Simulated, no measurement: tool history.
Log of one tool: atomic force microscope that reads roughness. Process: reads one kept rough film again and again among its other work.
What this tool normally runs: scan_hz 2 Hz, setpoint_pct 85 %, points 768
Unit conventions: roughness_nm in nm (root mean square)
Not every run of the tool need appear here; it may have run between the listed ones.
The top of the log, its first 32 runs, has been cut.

{"run": 33, "hour": 285.9, "scan_hz": 1.63, "setpoint_pct": 85, "points": 929, "roughness_nm": 2.324}
{"hour": 293.3, "done": "height scale calibrated on a step standard, once more"}
{"run": 34, "hour": 294.8, "scan_hz": 1.11, "setpoint_pct": 82, "points": 312, "roughness_nm": 2.483}
{"run": 35, "hour": 302.1, "scan_hz": 2, "setpoint_pct": 85, "points": 452, "roughness_nm": 2.183}
{"run": 36, "hour": 314.5, "scan_hz": 0.7, "setpoint_pct": 81, "points": 768, "roughness_nm": 2.516}
{"run": 37, "hour": 326.5, "scan_hz": 2, "setpoint_pct": 75, "points": 1016, "roughness_nm": 2.28}
{"run": 38, "hour": 334.0, "scan_hz": 1.11, "setpoint_pct": 84, "points": 768, "roughness_nm": 2.277}
{"run": 39, "hour": 344.2, "scan_hz": 1.2, "setpoint_pct": 73, "points": 500, "roughness_nm": 2.361}
{"run": 40, "hour": 351.6, "scan_hz": 0.83, "setpoint_pct": 89, "points": 514, "roughness_nm": 2.225}
{"run": 41, "hour": 361.9, "scan_hz": 1.13, "setpoint_pct": 60, "points": 431, "roughness_nm": 2.397}
{"run": 42, "hour": 369.5, "scan_hz": 1.23, "setpoint_pct": 69, "points": 278, "roughness_nm": 2.276}
{"run": 43, "hour": 375.5, "scan_hz": 1.23, "setpoint_pct": 69, "points": 278, "roughness_nm": 2.243}
{"run": 44, "hour": 385.6, "scan_hz": 2, "setpoint_pct": 59, "points": 331, "roughness_nm": 2.247}
{"run": 45, "hour": 394.2, "scan_hz": 0.84, "setpoint_pct": 87, "points": 528, "roughness_nm": 2.099}
{"run": 46, "hour": 401.1, "scan_hz": 0.84, "setpoint_pct": 87, "points": 528, "roughness_nm": 2.094}
{"run": 47, "hour": 411.1, "scan_hz": 2.7, "setpoint_pct": 58, "points": 742, "roughness_nm": 2.153}
{"run": 48, "hour": 419.0, "scan_hz": 0.5, "setpoint_pct": 58, "points": 768, "roughness_nm": 2.265}
{"run": 49, "hour": 430.3, "scan_hz": 3.32, "setpoint_pct": 58, "points": 768, "roughness_nm": 2.05}
{"run": 50, "hour": 435.5, "scan_hz": 3.32, "setpoint_pct": 58, "points": 768, "roughness_nm": 2.038}
{"run": 51, "hour": 444.3, "scan_hz": 2.98, "setpoint_pct": 58, "points": 484, "roughness_nm": 2.031}
{"run": 52, "hour": 455.4, "scan_hz": 2.98, "setpoint_pct": 58, "points": 484, "roughness_nm": 1.991}
{"run": 53, "hour": 461.0, "scan_hz": 1.75, "setpoint_pct": 73, "points": 484, "roughness_nm": 1.9}
{"hour": 470.6, "done": "new tip fitted"}
{"run": 54, "hour": 471.3, "scan_hz": 0.52, "setpoint_pct": 77, "points": 420, "roughness_nm": 3.038}

Here are 3 independent what-if runs from the current tool condition. What would each one return?
{"run": "A", "hour": 476.9, "scan_hz": 0.59, "setpoint_pct": 85, "points": 768, "roughness_nm": "?"}
{"run": "B", "hour": 476.9, "scan_hz": 0.63, "setpoint_pct": 72, "points": 903, "roughness_nm": "?"}
{"run": "C", "hour": 476.9, "scan_hz": 1.71, "setpoint_pct": 79, "points": 768, "roughness_nm": "?"}

run=A roughness_nm=2.914
run=B roughness_nm=3.007
run=C roughness_nm=2.683
Had the tool no hidden state, the same runs would have come out as:
run=A roughness_nm=2.976
run=B roughness_nm=3.071
run=C roughness_nm=2.74
